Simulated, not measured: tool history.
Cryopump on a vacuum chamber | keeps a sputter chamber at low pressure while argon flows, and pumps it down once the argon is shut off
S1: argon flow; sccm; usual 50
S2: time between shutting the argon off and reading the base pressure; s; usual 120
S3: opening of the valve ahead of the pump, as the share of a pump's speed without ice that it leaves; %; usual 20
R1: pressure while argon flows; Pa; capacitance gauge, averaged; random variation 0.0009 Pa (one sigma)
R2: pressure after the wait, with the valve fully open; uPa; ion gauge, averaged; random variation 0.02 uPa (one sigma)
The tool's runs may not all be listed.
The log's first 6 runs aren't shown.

{"run": 7, "day": 16.642, "S1": 66, "S2": 120, "S3": 42, "R1": 0.1279, "R2": 1.01}
{"run": 8, "day": 19.05, "S1": 50, "S2": 120, "S3": 15, "R1": 0.2606, "R2": 1.07}
{"run": 9, "day": 21.925, "S1": 50, "S2": 120, "S3": 42, "R1": 0.0998, "R2": 1.17}
{"day": 22.804, "done": "pump warmed up, emptied and cooled again"}
{"run": 10, "day": 24.333, "S1": 50, "S2": 28, "S3": 20, "R1": 0.1891, "R2": 1.56}
{"run": 11, "day": 26.967, "S1": 50, "S2": 28, "S3": 20, "R1": 0.1895, "R2": 1.53}
{"run": 12, "day": 30.033, "S1": 50, "S2": 120, "S3": 20, "R1": 0.1914, "R2": 1.2}
{"run": 13, "day": 32.729, "S1": 50, "S2": 120, "S3": 20, "R1": 0.1941, "R2": 1.23}
{"run": 14, "day": 34.638, "S1": 50, "S2": 120, "S3": 20, "R1": 0.1941, "R2": 1.28}
{"run": 15, "day": 36.938, "S1": 50, "S2": 120, "S3": 20, "R1": 0.1953, "R2": 1.36}
{"run": 16, "day": 39.254, "S1": 50, "S2": 120, "S3": 20, "R1": 0.1963, "R2": 1.43}
{"run": 17, "day": 42.2, "S1": 50, "S2": 120, "S3": 20, "R1": 0.1982, "R2": 1.52}
{"day": 42.567, "done": "pump warmed up, emptied and cooled again"}
{"run": 18, "day": 44.758, "S1": 50, "S2": 120, "S3": 20, "R1": 0.1907, "R2": 1.33}
{"run": 19, "day": 47.375, "S1": 51, "S2": 120, "S3": 46, "R1": 0.0879, "R2": 1.38}
{"run": 20, "day": 50.254, "S1": 51, "S2": 245, "S3": 25, "R1": 0.1582, "R2": 1.36}
{"day": 53.279, "done": "leaking fittings of the chamber tightened, without venting"}
{"run": 21, "day": 53.842, "S1": 81, "S2": 62, "S3": 49, "R1": 0.1344, "R2": 0.47}
{"run": 22, "day": 56.317, "S1": 81, "S2": 106, "S3": 45, "R1": 0.1472, "R2": 0.39}

Forecast run 23:
{"run": 23, "day": 58.225, "S1": 33, "S2": 106, "S3": 45, "R1": "?", "R2": "?"}

{"run 23": {"R1": 0.0614, "R2": 0.45}}
Without the tool's hidden state the same run would have given R1 0.0557 Pa, R2 0.33 uPa.
